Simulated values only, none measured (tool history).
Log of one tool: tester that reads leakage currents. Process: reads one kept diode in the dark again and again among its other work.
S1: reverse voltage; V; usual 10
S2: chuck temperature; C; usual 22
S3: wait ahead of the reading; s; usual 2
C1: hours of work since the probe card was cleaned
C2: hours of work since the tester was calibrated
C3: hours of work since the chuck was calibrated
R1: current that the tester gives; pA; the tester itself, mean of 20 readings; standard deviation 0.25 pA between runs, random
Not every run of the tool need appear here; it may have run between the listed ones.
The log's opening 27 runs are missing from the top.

{"run": 28, "day": 159.058, "S1": 2.4, "S2": 22, "S3": 0.31, "C1": 1617, "C2": 5156, "C3": 1304, "R1": 46.02}
{"day": 164.629, "done": "probe card cleaned and baked"}
{"day": 166.938, "done": "tester calibrated"}
{"day": 167.021, "done": "chuck's temperature calibrated"}
{"run": 29, "day": 167.817, "S1": 2.4, "S2": 22, "S3": 0.31, "C1": 52, "C2": 14, "C3": 14, "R1": 50.04}
{"run": 30, "day": 175.554, "S1": 10, "S2": 34, "S3": 0.33, "C1": 185, "C2": 147, "C3": 147, "R1": 254.55}
{"run": 31, "day": 179.096, "S1": 1.4, "S2": 32, "S3": 3.15, "C1": 246, "C2": 207, "C3": 207, "R1": 103.62}
{"run": 32, "day": 185.296, "S1": 1.4, "S2": 32, "S3": 3.15, "C1": 352, "C2": 314, "C3": 314, "R1": 102.73}
{"run": 33, "day": 193.283, "S1": 1.1, "S2": 57, "S3": 2, "C1": 489, "C2": 451, "C3": 451, "R1": 794.52}
{"run": 34, "day": 199.329, "S1": 3.6, "S2": 22, "S3": 0.32, "C1": 593, "C2": 555, "C3": 555, "R1": 57.18}
{"run": 35, "day": 205.304, "S1": 5.9, "S2": 22, "S3": 6.57, "C1": 696, "C2": 657, "C3": 657, "R1": 65.73}
{"run": 36, "day": 209.567, "S1": 11.8, "S2": 22, "S3": 2.75, "C1": 769, "C2": 731, "C3": 731, "R1": 86.03}
{"run": 37, "day": 215.492, "S1": 11.8, "S2": 22, "S3": 2.75, "C1": 871, "C2": 832, "C3": 832, "R1": 85.8}

Each row is a separate what-if for the run after 37, all from the same tool condition, not one after another. Results?
{"run": "A", "day": 220.829, "S1": 11.8, "S2": 30, "S3": 5.81, "C1": 962, "C2": 924, "C3": 924, "R1": "?"}
{"run": "B", "day": 220.829, "S1": 10, "S2": 22, "S3": 0.86, "C1": 962, "C2": 924, "C3": 924, "R1": "?"}
{"run": "C", "day": 220.829, "S1": 10, "S2": 25, "S3": 2, "C1": 962, "C2": 924, "C3": 924, "R1": "?"}
{"run": "D", "day": 220.829, "S1": 1.5, "S2": 55, "S3": 3.02, "C1": 962, "C2": 924, "C3": 924, "R1": "?"}
{"run": "E", "day": 220.829, "S1": 6.4, "S2": 43, "S3": 2.75, "C1": 962, "C2": 924, "C3": 924, "R1": "?"}

run=A R1=177.57
run=B R1=81.76
run=C R1=106.31
run=D R1=733.49
run=E R1=449.72
Without the tool's hidden state the same runs would have given:
run=A R1=181.95
run=B R1=81.15
run=C R1=107.32
run=D R1=773.74
run=E R1=472.99
